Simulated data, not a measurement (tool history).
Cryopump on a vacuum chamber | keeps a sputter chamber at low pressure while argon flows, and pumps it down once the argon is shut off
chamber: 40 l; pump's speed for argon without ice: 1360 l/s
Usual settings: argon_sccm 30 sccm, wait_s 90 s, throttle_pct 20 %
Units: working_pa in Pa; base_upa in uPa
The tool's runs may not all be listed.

run 1 hour=0 | argon_sccm=30 wait_s=90 throttle_pct=20 | working_pa=0.1879 base_upa=1.13
run 2 hour=52.1 | argon_sccm=30 wait_s=52 throttle_pct=20 | working_pa=0.1874 base_upa=1.72
run 3 hour=103.1 | argon_sccm=30 wait_s=59 throttle_pct=20 | working_pa=0.1892 base_upa=1.54
run 4 hour=145.4 | argon_sccm=30 wait_s=59 throttle_pct=20 | working_pa=0.1896 base_upa=1.59
run 5 hour=219.3 | argon_sccm=30 wait_s=90 throttle_pct=21 | working_pa=0.1819 base_upa=1.15
run 6 hour=299.7 | argon_sccm=30 wait_s=56 throttle_pct=21 | working_pa=0.1814 base_upa=1.66
run 7 hour=349.1 | argon_sccm=30 wait_s=56 throttle_pct=21 | working_pa=0.1824 base_upa=1.61
run 8 hour=421.8 | argon_sccm=30 wait_s=90 throttle_pct=20 | working_pa=0.1933 base_upa=1.22
run 9 hour=502.9 | argon_sccm=30 wait_s=90 throttle_pct=20 | working_pa=0.1928 base_upa=1.2
run 10 hour=559 | argon_sccm=30 wait_s=90 throttle_pct=20 | working_pa=0.1927 base_upa=1.27
run 11 hour=610.7 | argon_sccm=30 wait_s=90 throttle_pct=20 | working_pa=0.1913 base_upa=1.21
run 12 hour=666.5 | argon_sccm=30 wait_s=90 throttle_pct=20 | working_pa=0.1937 base_upa=1.27
run 13 hour=720.2 | argon_sccm=30 wait_s=90 throttle_pct=20 | working_pa=0.1946 base_upa=1.21
run 14 hour=772.7 | argon_sccm=30 wait_s=90 throttle_pct=20 | working_pa=0.1944 base_upa=1.26
run 15 hour=820.8 | argon_sccm=30 wait_s=90 throttle_pct=20 | working_pa=0.1948 base_upa=1.32
run 16 hour=867.7 | argon_sccm=30 wait_s=90 throttle_pct=20 | working_pa=0.196 base_upa=1.27
run 17 hour=953.5 | argon_sccm=30 wait_s=90 throttle_pct=20 | working_pa=0.1966 base_upa=1.3
run 18 hour=1005.5 | argon_sccm=17 wait_s=71 throttle_pct=18 | working_pa=0.1231 base_upa=1.56
run 19 hour=1062.8 | argon_sccm=17 wait_s=20 throttle_pct=24 | working_pa=0.0944 base_upa=4.16
run 20 hour=1104.7 | argon_sccm=13 wait_s=47 throttle_pct=24 | working_pa=0.0727 base_upa=2.06
run 21 hour=1183 | argon_sccm=13 wait_s=47 throttle_pct=24 | working_pa=0.072 base_upa=2.04
run 22 hour=1265.5 | argon_sccm=15 wait_s=164 throttle_pct=20 | working_pa=0.0985 base_upa=1.04
run 23 hour=1325.5 | argon_sccm=30 wait_s=90 throttle_pct=34 | working_pa=0.1227 base_upa=1.43
run 24 hour=1364.5 | argon_sccm=30 wait_s=90 throttle_pct=23 | working_pa=0.1742 base_upa=1.45
run 25 hour=1401.4 | argon_sccm=47 wait_s=90 throttle_pct=47 | working_pa=0.1435 base_upa=1.45
-- hour=1418.3 pump warmed up, emptied and cooled again
run 26 hour=1481.3 | argon_sccm=47 wait_s=90 throttle_pct=47 | working_pa=0.1252 base_upa=1.39
run 27 hour=1570 | argon_sccm=28 wait_s=104 throttle_pct=18 | working_pa=0.1953 base_upa=1.19
run 28 hour=1621.4 | argon_sccm=29 wait_s=37 throttle_pct=19 | working_pa=0.1912 base_upa=2.39
run 29 hour=1693.9 | argon_sccm=29 wait_s=37 throttle_pct=19 | working_pa=0.1927 base_upa=2.49
run 30 hour=1751 | argon_sccm=32 wait_s=137 throttle_pct=25 | working_pa=0.1631 base_upa=1.11
run 31 hour=1836.7 | argon_sccm=59 wait_s=41 throttle_pct=31 | working_pa=0.2444 base_upa=2.29

Forecast each of these 5 alternatives for the next run:
run A hour=1900.4 | argon_sccm=17 wait_s=146 throttle_pct=20 | working_pa=? base_upa=?
run B hour=1900.4 | argon_sccm=35 wait_s=171 throttle_pct=45 | working_pa=? base_upa=?
run C hour=1900.4 | argon_sccm=59 wait_s=41 throttle_pct=25 | working_pa=? base_upa=?
run D hour=1900.4 | argon_sccm=23 wait_s=41 throttle_pct=31 | working_pa=? base_upa=?
run E hour=1900.4 | argon_sccm=44 wait_s=208 throttle_pct=17 | working_pa=? base_upa=?

run=A working_pa=0.1088 base_upa=1.11
run=B working_pa=0.1018 base_upa=1.06
run=C working_pa=0.3017 base_upa=2.26
run=D working_pa=0.095 base_upa=2.32
run=E working_pa=0.3263 base_upa=0.95
Without the tool's hidden state the same runs would have given:
run=A working_pa=0.1068 base_upa=0.72
run=B working_pa=0.0976 base_upa=0.68
run=C working_pa=0.2948 base_upa=1.9
run=D working_pa=0.0924 base_upa=1.95
run=E working_pa=0.3211 base_upa=0.57
